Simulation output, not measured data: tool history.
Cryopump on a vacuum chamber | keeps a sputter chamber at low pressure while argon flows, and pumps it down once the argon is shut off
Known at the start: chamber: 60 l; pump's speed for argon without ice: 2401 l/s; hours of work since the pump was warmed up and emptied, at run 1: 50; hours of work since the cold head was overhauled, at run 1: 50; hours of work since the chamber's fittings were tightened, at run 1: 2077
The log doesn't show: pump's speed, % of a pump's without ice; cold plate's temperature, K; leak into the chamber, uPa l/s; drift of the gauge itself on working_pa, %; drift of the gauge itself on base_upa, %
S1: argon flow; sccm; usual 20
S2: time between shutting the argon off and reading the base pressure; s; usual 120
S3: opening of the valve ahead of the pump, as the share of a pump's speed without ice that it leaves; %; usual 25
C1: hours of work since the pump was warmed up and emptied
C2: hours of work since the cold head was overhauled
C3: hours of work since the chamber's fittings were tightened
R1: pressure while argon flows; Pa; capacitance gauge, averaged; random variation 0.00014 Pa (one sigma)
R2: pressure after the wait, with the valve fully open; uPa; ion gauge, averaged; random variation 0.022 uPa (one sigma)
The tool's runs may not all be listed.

{"run": 1, "hour": 0.0, "S1": 20, "S2": 120, "S3": 25, "C1": 50, "C2": 50, "C3": 2077, "R1": 0.0564, "R2": 1.28}
{"run": 2, "hour": 13.3, "S1": 20, "S2": 275, "S3": 25, "C1": 55, "C2": 55, "C3": 2082, "R1": 0.0565, "R2": 1.03}
{"run": 3, "hour": 33.6, "S1": 20, "S2": 275, "S3": 25, "C1": 64, "C2": 64, "C3": 2091, "R1": 0.0567, "R2": 1.04}
{"run": 4, "hour": 42.3, "S1": 9, "S2": 275, "S3": 25, "C1": 68, "C2": 68, "C3": 2095, "R1": 0.0254, "R2": 1.09}
{"run": 5, "hour": 63.9, "S1": 9, "S2": 275, "S3": 25, "C1": 77, "C2": 77, "C3": 2104, "R1": 0.0256, "R2": 1.06}
{"run": 6, "hour": 78.4, "S1": 37, "S2": 120, "S3": 25, "C1": 83, "C2": 83, "C3": 2110, "R1": 0.1049, "R2": 1.26}
{"run": 7, "hour": 94.5, "S1": 37, "S2": 120, "S3": 25, "C1": 89, "C2": 89, "C3": 2116, "R1": 0.1045, "R2": 1.29}
{"run": 8, "hour": 109.2, "S1": 37, "S2": 120, "S3": 25, "C1": 96, "C2": 96, "C3": 2123, "R1": 0.1047, "R2": 1.33}
{"run": 9, "hour": 120.9, "S1": 37, "S2": 120, "S3": 25, "C1": 100, "C2": 100, "C3": 2127, "R1": 0.1046, "R2": 1.29}
{"run": 10, "hour": 134.2, "S1": 37, "S2": 120, "S3": 25, "C1": 106, "C2": 106, "C3": 2133, "R1": 0.1051, "R2": 1.31}
{"run": 11, "hour": 145.4, "S1": 37, "S2": 120, "S3": 25, "C1": 111, "C2": 111, "C3": 2138, "R1": 0.1046, "R2": 1.31}
{"run": 12, "hour": 166.3, "S1": 37, "S2": 120, "S3": 25, "C1": 120, "C2": 120, "C3": 2146, "R1": 0.1048, "R2": 1.36}
{"run": 13, "hour": 178.1, "S1": 37, "S2": 120, "S3": 25, "C1": 124, "C2": 124, "C3": 2151, "R1": 0.1046, "R2": 1.29}
{"run": 14, "hour": 198.5, "S1": 37, "S2": 120, "S3": 28, "C1": 133, "C2": 133, "C3": 2160, "R1": 0.0938, "R2": 1.32}
{"run": 15, "hour": 207.7, "S1": 20, "S2": 120, "S3": 25, "C1": 137, "C2": 137, "C3": 2164, "R1": 0.0566, "R2": 1.34}
{"run": 16, "hour": 223.9, "S1": 20, "S2": 120, "S3": 25, "C1": 144, "C2": 144, "C3": 2171, "R1": 0.0567, "R2": 1.33}
{"run": 17, "hour": 242.1, "S1": 20, "S2": 120, "S3": 25, "C1": 151, "C2": 151, "C3": 2178, "R1": 0.0566, "R2": 1.35}
{"run": 18, "hour": 257.1, "S1": 14, "S2": 50, "S3": 31, "C1": 158, "C2": 158, "C3": 2185, "R1": 0.0321, "R2": 1.8}
{"run": 19, "hour": 276.8, "S1": 14, "S2": 85, "S3": 37, "C1": 166, "C2": 166, "C3": 2193, "R1": 0.0269, "R2": 1.52}
{"run": 20, "hour": 294.0, "S1": 32, "S2": 120, "S3": 45, "C1": 173, "C2": 173, "C3": 2200, "R1": 0.0508, "R2": 1.35}
{"run": 21, "hour": 312.4, "S1": 32, "S2": 120, "S3": 45, "C1": 181, "C2": 181, "C3": 2208, "R1": 0.0509, "R2": 1.37}
{"run": 22, "hour": 328.2, "S1": 11, "S2": 55, "S3": 37, "C1": 187, "C2": 187, "C3": 2214, "R1": 0.0211, "R2": 1.83}
{"run": 23, "hour": 343.5, "S1": 34, "S2": 28, "S3": 32, "C1": 194, "C2": 194, "C3": 2221, "R1": 0.0756, "R2": 2.69}
{"run": 24, "hour": 354.1, "S1": 20, "S2": 37, "S3": 18, "C1": 198, "C2": 198, "C3": 2225, "R1": 0.079, "R2": 2.28}
{"run": 25, "hour": 375.0, "S1": 20, "S2": 201, "S3": 25, "C1": 207, "C2": 207, "C3": 2234, "R1": 0.0567, "R2": 1.2}
{"run": 26, "hour": 389.9, "S1": 13, "S2": 110, "S3": 16, "C1": 213, "C2": 213, "C3": 2240, "R1": 0.0575, "R2": 1.37}
{"run": 27, "hour": 400.9, "S1": 20, "S2": 120, "S3": 42, "C1": 218, "C2": 218, "C3": 2245, "R1": 0.0341, "R2": 1.36}
{"run": 28, "hour": 414.8, "S1": 20, "S2": 120, "S3": 42, "C1": 224, "C2": 224, "C3": 2251, "R1": 0.0342, "R2": 1.37}
{"run": 29, "hour": 426.7, "S1": 10, "S2": 33, "S3": 40, "C1": 229, "C2": 229, "C3": 2256, "R1": 0.0177, "R2": 2.4}
{"run": 30, "hour": 448.3, "S1": 13, "S2": 120, "S3": 41, "C1": 238, "C2": 238, "C3": 2265, "R1": 0.0226, "R2": 1.35}
{"run": 31, "hour": 457.2, "S1": 24, "S2": 25, "S3": 33, "C1": 241, "C2": 241, "C3": 2268, "R1": 0.0519, "R2": 3.04}
{"run": 32, "hour": 468.5, "S1": 13, "S2": 38, "S3": 50, "C1": 246, "C2": 246, "C3": 2273, "R1": 0.0187, "R2": 2.29}
{"run": 33, "hour": 481.5, "S1": 40, "S2": 120, "S3": 55, "C1": 252, "C2": 252, "C3": 2279, "R1": 0.0525, "R2": 1.38}
{"run": 34, "hour": 493.6, "S1": 40, "S2": 120, "S3": 55, "C1": 257, "C2": 257, "C3": 2284, "R1": 0.0523, "R2": 1.39}

3 ways to go on from here, each from the tool as it stands after run 34. What would each give?
{"run": "A", "hour": 508.4, "S1": 40, "S2": 120, "S3": 31, "C1": 263, "C2": 263, "C3": 2290, "R1": "?", "R2": "?"}
{"run": "B", "hour": 508.4, "S1": 20, "S2": 120, "S3": 55, "C1": 263, "C2": 263, "C3": 2290, "R1": "?", "R2": "?"}
{"run": "C", "hour": 508.4, "S1": 18, "S2": 138, "S3": 23, "C1": 263, "C2": 263, "C3": 2290, "R1": "?", "R2": "?"}

run=A R1=0.0923 R2=1.35
run=B R1=0.0263 R2=1.44
run=C R1=0.0558 R2=1.35
Without the tool's hidden state the same runs would have given:
run=A R1=0.0909 R2=0.52
run=B R1=0.0256 R2=0.57
run=C R1=0.0552 R2=0.51
